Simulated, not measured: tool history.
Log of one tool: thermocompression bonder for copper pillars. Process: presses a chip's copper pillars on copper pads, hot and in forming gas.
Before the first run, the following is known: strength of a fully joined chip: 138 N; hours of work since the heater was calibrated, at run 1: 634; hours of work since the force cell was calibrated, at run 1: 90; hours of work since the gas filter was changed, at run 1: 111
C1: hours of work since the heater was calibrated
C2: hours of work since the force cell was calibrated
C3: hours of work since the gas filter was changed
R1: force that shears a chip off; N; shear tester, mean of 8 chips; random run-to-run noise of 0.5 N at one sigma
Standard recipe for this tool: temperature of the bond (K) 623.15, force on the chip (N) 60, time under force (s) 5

run 1 day=0 | temperature_of_the_bond_(K)=623.15 force_on_the_chip_(N)=60 time_under_force_(s)=5 | C1=634 C2=90 C3=111 | R1=76
run 2 day=0.308 | temperature_of_the_bond_(K)=623.15 force_on_the_chip_(N)=60 time_under_force_(s)=5 | C1=638 C2=94 C3=115 | R1=75.2
run 3 day=0.746 | temperature_of_the_bond_(K)=623.15 force_on_the_chip_(N)=60 time_under_force_(s)=5 | C1=643 C2=100 C3=121 | R1=76.8
run 4 day=1.062 | temperature_of_the_bond_(K)=623.15 force_on_the_chip_(N)=60 time_under_force_(s)=5 | C1=647 C2=103 C3=124 | R1=76.2
run 5 day=1.338 | temperature_of_the_bond_(K)=623.15 force_on_the_chip_(N)=60 time_under_force_(s)=5 | C1=651 C2=107 C3=128 | R1=75.1
run 6 day=1.8 | temperature_of_the_bond_(K)=623.15 force_on_the_chip_(N)=60 time_under_force_(s)=5 | C1=656 C2=112 C3=133 | R1=75.4
run 7 day=2.229 | temperature_of_the_bond_(K)=623.15 force_on_the_chip_(N)=60 time_under_force_(s)=5 | C1=661 C2=118 C3=138 | R1=74.8
run 8 day=2.621 | temperature_of_the_bond_(K)=623.15 force_on_the_chip_(N)=60 time_under_force_(s)=8 | C1=666 C2=122 C3=143 | R1=86.1
run 9 day=3.075 | temperature_of_the_bond_(K)=623.15 force_on_the_chip_(N)=60 time_under_force_(s)=8 | C1=672 C2=128 C3=149 | R1=86.7
run 10 day=3.55 | temperature_of_the_bond_(K)=623.15 force_on_the_chip_(N)=60 time_under_force_(s)=8 | C1=677 C2=134 C3=155 | R1=86.1
run 11 day=3.908 | temperature_of_the_bond_(K)=623.15 force_on_the_chip_(N)=60 time_under_force_(s)=8 | C1=682 C2=138 C3=159 | R1=86.5
run 12 day=4.229 | temperature_of_the_bond_(K)=623.15 force_on_the_chip_(N)=60 time_under_force_(s)=3 | C1=686 C2=142 C3=163 | R1=62.5
run 13 day=4.492 | temperature_of_the_bond_(K)=623.15 force_on_the_chip_(N)=60 time_under_force_(s)=3 | C1=689 C2=145 C3=166 | R1=62.9
run 14 day=4.738 | temperature_of_the_bond_(K)=623.15 force_on_the_chip_(N)=60 time_under_force_(s)=3 | C1=692 C2=148 C3=169 | R1=62.9
run 15 day=5.079 | temperature_of_the_bond_(K)=623.15 force_on_the_chip_(N)=60 time_under_force_(s)=3 | C1=696 C2=152 C3=173 | R1=63.2
run 16 day=5.329 | temperature_of_the_bond_(K)=623.15 force_on_the_chip_(N)=60 time_under_force_(s)=3 | C1=699 C2=155 C3=176 | R1=63
run 17 day=5.754 | temperature_of_the_bond_(K)=623.15 force_on_the_chip_(N)=60 time_under_force_(s)=3 | C1=704 C2=160 C3=181 | R1=62.7
run 18 day=6.004 | temperature_of_the_bond_(K)=623.15 force_on_the_chip_(N)=60 time_under_force_(s)=3 | C1=707 C2=163 C3=184 | R1=63.2
run 19 day=6.388 | temperature_of_the_bond_(K)=623.15 force_on_the_chip_(N)=60 time_under_force_(s)=3 | C1=712 C2=168 C3=189 | R1=62.5
-- day=6.471 force cell calibrated
run 20 day=6.838 | temperature_of_the_bond_(K)=623.15 force_on_the_chip_(N)=60 time_under_force_(s)=3 | C1=717 C2=4 C3=194 | R1=62.1
run 21 day=7.125 | temperature_of_the_bond_(K)=646.15 force_on_the_chip_(N)=47 time_under_force_(s)=4 | C1=720 C2=8 C3=197 | R1=73.3
-- day=7.321 force cell calibrated, once more
run 22 day=7.583 | temperature_of_the_bond_(K)=618.15 force_on_the_chip_(N)=67 time_under_force_(s)=5 | C1=725 C2=3 C3=202 | R1=74.9
run 23 day=8.038 | temperature_of_the_bond_(K)=621.15 force_on_the_chip_(N)=89 time_under_force_(s)=3 | C1=730 C2=9 C3=207 | R1=74.2
run 24 day=8.275 | temperature_of_the_bond_(K)=651.15 force_on_the_chip_(N)=69 time_under_force_(s)=3 | C1=733 C2=12 C3=210 | R1=82.3
run 25 day=8.692 | temperature_of_the_bond_(K)=636.15 force_on_the_chip_(N)=60 time_under_force_(s)=5 | C1=738 C2=17 C3=215 | R1=80.8
run 26 day=9 | temperature_of_the_bond_(K)=636.15 force_on_the_chip_(N)=60 time_under_force_(s)=5 | C1=742 C2=20 C3=219 | R1=81.2
run 27 day=9.208 | temperature_of_the_bond_(K)=623.15 force_on_the_chip_(N)=88 time_under_force_(s)=5 | C1=745 C2=23 C3=222 | R1=86.8
run 28 day=9.558 | temperature_of_the_bond_(K)=623.15 force_on_the_chip_(N)=88 time_under_force_(s)=5 | C1=749 C2=27 C3=226 | R1=86
run 29 day=9.783 | temperature_of_the_bond_(K)=629.15 force_on_the_chip_(N)=77 time_under_force_(s)=5 | C1=751 C2=30 C3=229 | R1=84.8
run 30 day=10.179 | temperature_of_the_bond_(K)=629.15 force_on_the_chip_(N)=75 time_under_force_(s)=5 | C1=756 C2=35 C3=233 | R1=83.8
run 31 day=10.379 | temperature_of_the_bond_(K)=629.15 force_on_the_chip_(N)=75 time_under_force_(s)=5 | C1=759 C2=37 C3=236 | R1=83.7
run 32 day=10.675 | temperature_of_the_bond_(K)=623.15 force_on_the_chip_(N)=57 time_under_force_(s)=5 | C1=762 C2=41 C3=239 | R1=71.8
run 33 day=10.896 | temperature_of_the_bond_(K)=637.15 force_on_the_chip_(N)=61 time_under_force_(s)=3 | C1=765 C2=43 C3=242 | R1=70.3
run 34 day=11.371 | temperature_of_the_bond_(K)=637.15 force_on_the_chip_(N)=61 time_under_force_(s)=3 | C1=771 C2=49 C3=248 | R1=69.8
run 35 day=11.721 | temperature_of_the_bond_(K)=637.15 force_on_the_chip_(N)=57 time_under_force_(s)=3 | C1=775 C2=53 C3=252 | R1=66.9
run 36 day=12.058 | temperature_of_the_bond_(K)=600.15 force_on_the_chip_(N)=57 time_under_force_(s)=5 | C1=779 C2=57 C3=256 | R1=58.2
run 37 day=12.338 | temperature_of_the_bond_(K)=623.15 force_on_the_chip_(N)=60 time_under_force_(s)=4 | C1=783 C2=61 C3=260 | R1=68.6
run 38 day=12.583 | temperature_of_the_bond_(K)=646.15 force_on_the_chip_(N)=60 time_under_force_(s)=5 | C1=785 C2=64 C3=263 | R1=85.3
run 39 day=12.938 | temperature_of_the_bond_(K)=602.15 force_on_the_chip_(N)=50 time_under_force_(s)=5 | C1=790 C2=68 C3=267 | R1=55.6

Here are 3 independent what-if runs from the current tool condition. What would each one return?
run A day=13.292 | temperature_of_the_bond_(K)=623.15 force_on_the_chip_(N)=46 time_under_force_(s)=4 | C1=794 C2=72 C3=271 | R1=?
run B day=13.292 | temperature_of_the_bond_(K)=614.15 force_on_the_chip_(N)=68 time_under_force_(s)=9 | C1=794 C2=72 C3=271 | R1=?
run C day=13.292 | temperature_of_the_bond_(K)=601.15 force_on_the_chip_(N)=63 time_under_force_(s)=5 | C1=794 C2=72 C3=271 | R1=?

run=A R1=58.8
run=B R1=84.5
run=C R1=61.5
Stripped of hidden state, with their random variation kept, the same runs would have yielded:
run=A R1=66
run=B R1=94.2
run=C R1=69.2
